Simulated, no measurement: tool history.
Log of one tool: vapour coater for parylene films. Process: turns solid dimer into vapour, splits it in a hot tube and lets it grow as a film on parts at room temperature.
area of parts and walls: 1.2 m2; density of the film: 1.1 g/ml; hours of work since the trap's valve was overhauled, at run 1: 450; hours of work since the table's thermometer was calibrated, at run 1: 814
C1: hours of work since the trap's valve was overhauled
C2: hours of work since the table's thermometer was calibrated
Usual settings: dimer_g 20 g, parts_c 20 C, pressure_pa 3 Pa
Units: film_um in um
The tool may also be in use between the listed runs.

Run 1, hour 0: usual settings; C1 450; C2 814. Result: film_um 9.74 um.
Run 2, hour 23: usual settings; C1 466; C2 831. Result: film_um 9.75 um.
At hour 38.2: trap's valve overhauled.
Run 3, hour 62.1: usual settings; C1 17; C2 856. Result: film_um 10.27 um.
Run 4, hour 109: usual settings; C1 51; C2 890. Result: film_um 10.2 um.
Run 5, hour 139.6: usual settings; C1 73; C2 912. Result: film_um 10.08 um.
Run 6, hour 181: usual settings; C1 103; C2 941. Result: film_um 10.15 um.
Run 7, hour 218.6: usual settings; C1 130; C2 968. Result: film_um 10.02 um.
Run 8, hour 261.4: usual settings; C1 160; C2 999. Result: film_um 10.14 um.
Run 9, hour 297.3: usual settings; C1 186; C2 1025. Result: film_um 10.15 um.
Run 10, hour 321: usual settings but parts_c 17 C; C1 203; C2 1042. Result: film_um 10.64 um.
Run 11, hour 364.1: usual settings but parts_c 17 C; C1 234; C2 1073. Result: film_um 10.52 um.
Run 12, hour 403.6: usual settings but parts_c 16 C; C1 263; C2 1101. Result: film_um 10.8 um.
Run 13, hour 452.8: usual settings but parts_c 16 C; C1 298; C2 1137. Result: film_um 10.61 um.
At hour 474.2: table's thermometer calibrated.
Run 14, hour 504.6: usual settings but dimer_g 9 g; C1 334; C2 22. Result: film_um 4.42 um.
Run 15, hour 536.3: usual settings; C1 357; C2 45. Result: film_um 9.65 um.
Run 16, hour 583.7: usual settings; C1 391; C2 79. Result: film_um 9.61 um.
Run 17, hour 621.6: usual settings; C1 418; C2 106. Result: film_um 9.82 um.
Run 18, hour 646: usual settings; C1 436; C2 123. Result: film_um 9.67 um.
Run 19, hour 673.8: usual settings; C1 456; C2 143. Result: film_um 9.73 um.
At hour 704.4: trap's valve overhauled.
Run 20, hour 709: usual settings; C1 3; C2 166. Result: film_um 10.28 um.
Run 21, hour 753.5: usual settings; C1 35; C2 198. Result: film_um 10.25 um.
Run 22, hour 781: usual settings but pressure_pa 2.88 Pa; C1 55; C2 218. Result: film_um 10.28 um.
Run 23, hour 813.6: usual settings but pressure_pa 2.88 Pa; C1 79; C2 241. Result: film_um 10.17 um.
Run 24, hour 854.3: usual settings but pressure_pa 2.88 Pa; C1 108; C2 270. Result: film_um 10.16 um.
Run 25, hour 891.3: usual settings but pressure_pa 2.88 Pa; C1 134; C2 297. Result: film_um 10.15 um.
Run 26, hour 941.7: usual settings but dimer_g 16 g, parts_c 15 C; C1 171; C2 333. Result: film_um 8.76 um.
Run 27, hour 967.9: usual settings but dimer_g 22 g, parts_c 25 C, pressure_pa 3.22 Pa; C1 189; C2 352. Result: film_um 9.95 um.
Run 28, hour 1001.9: usual settings but dimer_g 27 g, parts_c 15 C, pressure_pa 4.19 Pa; C1 214; C2 376. Result: film_um 14.06 um.
Run 29, hour 1051.7: usual settings but parts_c 16 C; C1 250; C2 412. Result: film_um 10.71 um.
Run 30, hour 1100.7: usual settings but dimer_g 30 g, parts_c 13 C, pressure_pa 3.96 Pa; C1 285; C2 447. Result: film_um 16.21 um.
Run 31, hour 1138.6: usual settings but dimer_g 30 g, parts_c 13 C, pressure_pa 3.96 Pa; C1 312; C2 475. Result: film_um 15.87 um.
Run 32, hour 1172.1: usual settings but dimer_g 30 g, parts_c 13 C, pressure_pa 3.96 Pa; C1 336; C2 499. Result: film_um 15.9 um.
Run 33, hour 1207.3: usual settings but dimer_g 30 g, parts_c 13 C, pressure_pa 3.96 Pa; C1 361; C2 524. Result: film_um 15.71 um.
Run 34, hour 1257.1: usual settings but dimer_g 19 g, parts_c 17 C, pressure_pa 4.29 Pa; C1 397; C2 560. Result: film_um 9.26 um.
Run 35, hour 1304.3: usual settings but dimer_g 28 g; C1 431; C2 594. Result: film_um 13.68 um.
Run 36, hour 1342.9: usual settings but dimer_g 19 g, pressure_pa 4.19 Pa; C1 459; C2 621. Result: film_um 8.78 um.
At hour 1368: trap's valve overhauled.
Run 37, hour 1370.8: usual settings but dimer_g 31 g, pressure_pa 6.88 Pa; C1 2; C2 639. Result: film_um 13.5 um.
Run 38, hour 1408.8: usual settings but dimer_g 17 g, pressure_pa 3.21 Pa; C1 29; C2 666. Result: film_um 8.56 um.
Run 39, hour 1444.3: usual settings but dimer_g 17 g, pressure_pa 3.21 Pa; C1 55; C2 691. Result: film_um 8.49 um.
Run 40, hour 1490: usual settings but dimer_g 15 g, parts_c 13 C, pressure_pa 4.25 Pa; C1 88; C2 724. Result: film_um 8.14 um.
Run 41, hour 1528.3: usual settings but dimer_g 23 g; C1 115; C2 752. Result: film_um 11.64 um.
Run 42, hour 1562: usual settings but dimer_g 23 g; C1 139; C2 776. Result: film_um 11.61 um.
Run 43, hour 1589: usual settings but dimer_g 15 g, parts_c 17 C, pressure_pa 10.33 Pa; C1 159; C2 795. Result: film_um 6.23 um.
Run 44, hour 1639: usual settings but parts_c 32 C, pressure_pa 3.73 Pa; C1 195; C2 831. Result: film_um 7.65 um.
Run 45, hour 1691.8: usual settings but dimer_g 35 g; C1 233; C2 869. Result: film_um 17.66 um.
Run 46, hour 1716.7: usual settings but dimer_g 35 g; C1 251; C2 887. Result: film_um 17.44 um.
Run 47, hour 1738.4: usual settings but dimer_g 9 g, parts_c 18 C, pressure_pa 2.95 Pa; C1 266; C2 903. Result: film_um 4.66 um.
Run 48, hour 1788.6: usual settings but dimer_g 13 g, parts_c 16 C, pressure_pa 2.95 Pa; C1 302; C2 939. Result: film_um 7.08 um.

3 ways to go on from here, each from the tool as it stands after run 48. What would each give?
Run A, hour 1825.1: usual settings but dimer_g 12 g, parts_c 15 C, pressure_pa 5.44 Pa; C1 329; C2 965. Result: film_um ?.
Run B, hour 1825.1: usual settings but dimer_g 9 g, parts_c 13 C, pressure_pa 3.65 Pa; C1 329; C2 965. Result: film_um ?.
Run C, hour 1825.1: usual settings but dimer_g 12 g, parts_c 31 C, pressure_pa 9.1 Pa; C1 329; C2 965. Result: film_um ?.

run  film_um
  A     5.75
  B     4.96
  C     3.89
Without the tool's hidden state the same runs would have given:
run  film_um
  A      5.9
  B     5.09
  C        4
